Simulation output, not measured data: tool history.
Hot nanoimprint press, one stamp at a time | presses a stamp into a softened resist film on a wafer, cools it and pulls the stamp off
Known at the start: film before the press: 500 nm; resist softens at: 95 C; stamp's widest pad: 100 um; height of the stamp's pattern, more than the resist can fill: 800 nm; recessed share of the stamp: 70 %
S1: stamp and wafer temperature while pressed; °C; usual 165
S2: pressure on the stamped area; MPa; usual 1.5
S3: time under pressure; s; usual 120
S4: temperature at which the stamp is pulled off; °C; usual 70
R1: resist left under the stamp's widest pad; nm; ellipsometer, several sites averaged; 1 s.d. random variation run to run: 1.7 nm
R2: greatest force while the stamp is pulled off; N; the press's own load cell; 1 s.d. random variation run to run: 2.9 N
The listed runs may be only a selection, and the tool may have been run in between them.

{"run": 1, "hour": 0.0, "S1": 165, "S2": 1.5, "S3": 120, "S4": 70, "R1": 283.3, "R2": 266}
{"hour": 51.8, "done": "stamp cleaned and given a new release coat"}
{"run": 2, "hour": 60.0, "S1": 165, "S2": 1.5, "S3": 87, "S4": 70, "R1": 318.7, "R2": 138}
{"hour": 99.2, "done": "plate thermocouple calibrated"}
{"run": 3, "hour": 108.1, "S1": 165, "S2": 1.5, "S3": 87, "S4": 70, "R1": 322.3, "R2": 150}
{"run": 4, "hour": 138.7, "S1": 162, "S2": 1.5, "S3": 87, "S4": 70, "R1": 357.8, "R2": 157}
{"run": 5, "hour": 173.2, "S1": 162, "S2": 1.5, "S3": 87, "S4": 70, "R1": 359.9, "R2": 162}
{"run": 6, "hour": 244.8, "S1": 165, "S2": 1.5, "S3": 120, "S4": 56, "R1": 296, "R2": 214}
{"run": 7, "hour": 284.3, "S1": 165, "S2": 1.5, "S3": 120, "S4": 70, "R1": 299.6, "R2": 176}
{"run": 8, "hour": 327.6, "S1": 165, "S2": 2.15, "S3": 120, "S4": 70, "R1": 266.7, "R2": 186}
{"run": 9, "hour": 391.1, "S1": 165, "S2": 1.5, "S3": 120, "S4": 63, "R1": 296.3, "R2": 233}
{"hour": 426.6, "done": "press's hydraulic seals changed and the load cell set to zero"}
{"hour": 432.8, "done": "plate thermocouple calibrated, once more"}
{"run": 10, "hour": 444.2, "S1": 165, "S2": 1.5, "S3": 120, "S4": 70, "R1": 275.5, "R2": 195}
{"run": 11, "hour": 503.4, "S1": 165, "S2": 1.5, "S3": 120, "S4": 70, "R1": 277.8, "R2": 212}
{"run": 12, "hour": 566.4, "S1": 165, "S2": 1.36, "S3": 120, "S4": 70, "R1": 285.2, "R2": 219}
{"run": 13, "hour": 635.1, "S1": 165, "S2": 1.36, "S3": 120, "S4": 70, "R1": 288.6, "R2": 227}
{"run": 14, "hour": 666.5, "S1": 165, "S2": 1.36, "S3": 120, "S4": 70, "R1": 289, "R2": 236}
{"run": 15, "hour": 717.4, "S1": 165, "S2": 1.36, "S3": 120, "S4": 70, "R1": 288, "R2": 252}
{"run": 16, "hour": 787.0, "S1": 173, "S2": 2.2, "S3": 120, "S4": 61, "R1": 174.1, "R2": 315}
{"run": 17, "hour": 817.0, "S1": 173, "S2": 2.2, "S3": 120, "S4": 61, "R1": 173.3, "R2": 315}
{"hour": 839.1, "done": "stamp cleaned and given a new release coat"}
{"run": 18, "hour": 884.4, "S1": 165, "S2": 0.94, "S3": 71, "S4": 70, "R1": 371.1, "R2": 145}
{"run": 19, "hour": 933.4, "S1": 165, "S2": 0.94, "S3": 71, "S4": 70, "R1": 374.2, "R2": 151}
{"run": 20, "hour": 979.8, "S1": 165, "S2": 0.94, "S3": 71, "S4": 67, "R1": 377.4, "R2": 160}
{"run": 21, "hour": 1019.2, "S1": 169, "S2": 1.53, "S3": 95, "S4": 74, "R1": 264, "R2": 151}
{"run": 22, "hour": 1061.4, "S1": 171, "S2": 2.32, "S3": 96, "S4": 74, "R1": 206.4, "R2": 154}
{"run": 23, "hour": 1124.9, "S1": 171, "S2": 2.32, "S3": 96, "S4": 74, "R1": 204, "R2": 164}
{"run": 24, "hour": 1176.7, "S1": 165, "S2": 2.32, "S3": 231, "S4": 65, "R1": 188, "R2": 206}
{"run": 25, "hour": 1238.9, "S1": 165, "S2": 2.32, "S3": 231, "S4": 65, "R1": 187.3, "R2": 223}
{"run": 26, "hour": 1299.9, "S1": 174, "S2": 1.24, "S3": 120, "S4": 59, "R1": 218.3, "R2": 267}
{"run": 27, "hour": 1344.4, "S1": 174, "S2": 1.52, "S3": 100, "S4": 59, "R1": 218.6, "R2": 276}
{"run": 28, "hour": 1394.7, "S1": 176, "S2": 1.06, "S3": 120, "S4": 75, "R1": 216, "R2": 210}
{"hour": 1443.5, "done": "plate thermocouple calibrated"}
{"run": 29, "hour": 1455.5, "S1": 172, "S2": 1.81, "S3": 71, "S4": 78, "R1": 242.9, "R2": 189}

What does the tool deliver on the next run?
{"run": 30, "hour": 1496.0, "S1": 165, "S2": 0.94, "S3": 120, "S4": 67, "R1": "?", "R2": "?"}

For run 30 the tool returned R1 323.2 nm, R2 255 N.
Had the tool carried no hidden state, the very same run would have given R1 320.1 nm, R2 141 N.
